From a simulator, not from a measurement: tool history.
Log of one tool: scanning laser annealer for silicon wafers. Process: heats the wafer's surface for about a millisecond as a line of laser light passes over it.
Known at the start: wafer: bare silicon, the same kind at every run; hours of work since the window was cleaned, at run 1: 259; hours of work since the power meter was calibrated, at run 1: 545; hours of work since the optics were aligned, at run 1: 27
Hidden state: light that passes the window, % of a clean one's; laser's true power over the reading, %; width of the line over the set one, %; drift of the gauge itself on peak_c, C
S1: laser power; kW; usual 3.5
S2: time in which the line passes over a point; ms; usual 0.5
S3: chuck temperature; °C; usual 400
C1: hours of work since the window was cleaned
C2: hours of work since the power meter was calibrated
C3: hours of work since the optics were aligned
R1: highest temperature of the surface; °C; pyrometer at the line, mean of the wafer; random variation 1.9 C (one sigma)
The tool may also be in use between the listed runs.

run   hour     S1     S2   S3   C1   C2   C3    R1
  1      0    3.5    0.5  400  259  545   27  1207
  2   15.2    3.5    0.5  400  271  557   38  1205
  3   33.9  3.232    0.5  400  286  572   53  1141
  4     52  3.232    0.5  400  300  586   67  1137
  5   68.2    3.5    0.5  383  312  599   80  1186
  6   78.8    3.5    0.5  383  321  607   88  1184
  7   89.9  3.667  0.355  378  329  616   97  1084
  8   97.7   3.72  0.419  382  335  622  103  1161
     104.2  -- optics aligned, line set to its width
  9  121.1   3.29  0.423  382  350  636   13  1071
 10  129.4   3.29  0.423  382  356  643   20  1070
 11  138.1    3.5  0.595  400  363  649   27  1272

How the hidden state differs across the entries between the runs, from the last listed run before each to the first after it:
Between runs 8 and 9: optics aligned, line set to its width (hour 104.2)
  light that passes the window, % of a clean one's: 97.66 -> 97.58; width of the line over the set one, %: 0.67 -> 0.83
  measured less the result without the state, R1: -23 -> -21 °C
